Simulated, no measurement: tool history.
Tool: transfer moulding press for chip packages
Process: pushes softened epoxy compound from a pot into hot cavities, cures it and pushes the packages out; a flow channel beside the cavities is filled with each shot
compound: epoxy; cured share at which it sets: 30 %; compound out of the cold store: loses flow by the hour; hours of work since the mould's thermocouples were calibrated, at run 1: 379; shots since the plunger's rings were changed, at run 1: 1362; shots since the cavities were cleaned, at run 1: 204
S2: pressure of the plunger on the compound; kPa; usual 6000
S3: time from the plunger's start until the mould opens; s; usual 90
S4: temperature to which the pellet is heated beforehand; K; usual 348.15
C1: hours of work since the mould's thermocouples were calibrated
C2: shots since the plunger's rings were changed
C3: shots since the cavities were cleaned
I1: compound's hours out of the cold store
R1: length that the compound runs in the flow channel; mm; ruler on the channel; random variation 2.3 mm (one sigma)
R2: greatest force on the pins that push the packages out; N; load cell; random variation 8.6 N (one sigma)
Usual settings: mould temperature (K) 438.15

Run 1, day 0: usual settings; C1 379; C2 1362; C3 204; I1 29.5. Result: R1 794 mm, R2 475 N.
Run 2, day 1.933: usual settings; C1 414; C2 2006; C3 848; I1 16.3. Result: R1 845 mm, R2 645 N.
At day 2.317: cavities cleaned with cleaning compound and waxed.
Run 3, day 4.075: usual settings but S4 339.15 K; C1 452; C2 2697; C3 585; I1 47.6. Result: R1 702 mm, R2 571 N.
At day 5.304: cavities cleaned with cleaning compound and waxed.
Run 4, day 5.304: usual settings but S3 103 s, S4 339.15 K; C1 473; C2 3086; C3 0; I1 16.8. Result: R1 837 mm, R2 362 N.
Run 5, day 6.908: usual settings but S3 103 s, S4 339.15 K; C1 502; C2 3620; C3 534; I1 45.8. Result: R1 709 mm, R2 511 N.
At day 8.192: cavities cleaned with cleaning compound and waxed.
At day 8.729: plunger's sealing rings changed.
Run 6, day 8.804: usual settings but S3 103 s, S4 339.15 K; C1 534; C2 24; C3 169; I1 10.2. Result: R1 905 mm, R2 433 N.
Run 7, day 10.171: usual settings but S4 353.15 K; C1 559; C2 479; C3 624; I1 12.6. Result: R1 883 mm, R2 589 N.
At day 11.175: cavities cleaned with cleaning compound and waxed.
At day 11.612: mould's thermocouples calibrated.
Run 8, day 12.046: usual settings but S3 101 s; C1 8; C2 1055; C3 261; I1 8.5. Result: R1 900 mm, R2 469 N.
Run 9, day 13.933: usual settings but S3 101 s; C1 42; C2 1684; C3 890; I1 37.4. Result: R1 758 mm, R2 594 N.
At day 14.162: cavities cleaned with cleaning compound and waxed.
Run 10, day 15.533: usual settings but S3 101 s; C1 70; C2 2195; C3 456; I1 29.9. Result: R1 790 mm, R2 495 N.
Run 11, day 16.608: usual settings but S4 338.15 K; C1 90; C2 2553; C3 814; I1 29.1. Result: R1 788 mm, R2 647 N.
At day 17.062: cavities cleaned with cleaning compound and waxed.
Run 12, day 18.629: usual settings but S4 338.15 K; C1 126; C2 3205; C3 522; I1 9.2. Result: R1 884 mm, R2 581 N.
At day 19.917: cavities cleaned with cleaning compound and waxed.
Run 13, day 20.162: usual settings; C1 152; C2 3695; C3 82; I1 30.8. Result: R1 771 mm, R2 416 N.
At day 21.633: plunger's sealing rings changed.
Run 14, day 22.208: usual settings; C1 188; C2 191; C3 728; I1 16.8. Result: R1 869 mm, R2 612 N.
At day 22.971: cavities cleaned with cleaning compound and waxed.
Run 15, day 23.996: usual settings but S3 71 s; C1 219; C2 765; C3 342; I1 36.2. Result: R1 776 mm, R2 828 N.
Run 16, day 25.692: usual settings but S2 7320 kPa, S3 80 s; C1 250; C2 1329; C3 906; I1 18.2. Result: R1 941 mm, R2 782 N.
At day 25.904: cavities cleaned with cleaning compound and waxed.
Run 17, day 26.621: usual settings but mould temperature (K) 433.15; C1 266; C2 1618; C3 239; I1 29.4. Result: R1 810 mm, R2 664 N.
Run 18, day 27.642: usual settings but mould temperature (K) 433.15; C1 284; C2 1957; C3 578; I1 12. Result: R1 895 mm, R2 796 N.
At day 28.8: cavities cleaned with cleaning compound and waxed.
Run 19, day 28.8: usual settings but S2 5490 kPa, S3 104 s; C1 304; C2 2322; C3 0; I1 34.7. Result: R1 731 mm, R2 350 N.
Run 20, day 30.588: usual settings but mould temperature (K) 437.15, S2 5890 kPa, S3 104 s, S4 349.15 K; C1 337; C2 2917; C3 595; I1 10.6. Result: R1 872 mm, R2 553 N.
At day 31.762: cavities cleaned with cleaning compound and waxed.
Run 21, day 31.838: usual settings but S3 99 s; C1 359; C2 3313; C3 26; I1 33.8. Result: R1 758 mm, R2 367 N.
Run 22, day 33.671: usual settings but S3 99 s; C1 392; C2 3923; C3 636; I1 45.7. Result: R1 706 mm, R2 574 N.
At day 34.571: plunger's sealing rings changed.
At day 34.742: cavities cleaned with cleaning compound and waxed.
Run 23, day 35.238: usual settings but S2 5450 kPa, S4 353.15 K; C1 417; C2 201; C3 164; I1 18.6. Result: R1 818 mm, R2 469 N.
Run 24, day 36.671: usual settings but S2 5450 kPa, S4 353.15 K; C1 444; C2 678; C3 641; I1 9.2. Result: R1 859 mm, R2 615 N.
At day 37.608: cavities cleaned with cleaning compound and waxed.
Run 25, day 38.367: usual settings but S2 7080 kPa, S3 83 s; C1 473; C2 1223; C3 253; I1 11.7. Result: R1 957 mm, R2 579 N.
Run 26, day 39.325: usual settings but S2 7080 kPa, S3 83 s; C1 491; C2 1542; C3 572; I1 46. Result: R1 782 mm, R2 621 N.
At day 40.55: cavities cleaned with cleaning compound and waxed.
Run 27, day 40.654: usual settings but mould temperature (K) 431.15, S2 5830 kPa, S3 72 s, S4 350.15 K; C1 514; C2 1963; C3 35; I1 36.5. Result: R1 769 mm, R2 1021 N.

Measured less the same run without the tool's hidden state. The same run-to-run variation is in both; the gauge's scatter may not be:
The hidden state here: true mould temperature over the reading, C; pressure that reaches the compound, % of what is set; grip of the stained cavities, % over clean ones'; drift of the gauge itself on flow_mm, %; drift of the gauge itself on push_out_n, %.
run   R1    R2
  1  -17   +82
  2  -25  +247
  3  -26  +193
  4  -35    +0
  5  -34  +168
  6   -2   +71
  7   -7  +197
  8  -10  +108
  9  -14  +231
 10  -19  +146
 11  -23  +246
 12  -33  +186
 13  -33   +38
 14   -3  +222
 15   -8  +216
 16  -16  +306
 17  -16  +141
 18  -21  +266
 19  -21    +0
 20  -31  +187
 21  -30   +19
 22  -34  +210
 23   -5   +76
 24   -9  +219
 25  -16  +125
 26  -16  +213
 27  -20   +43
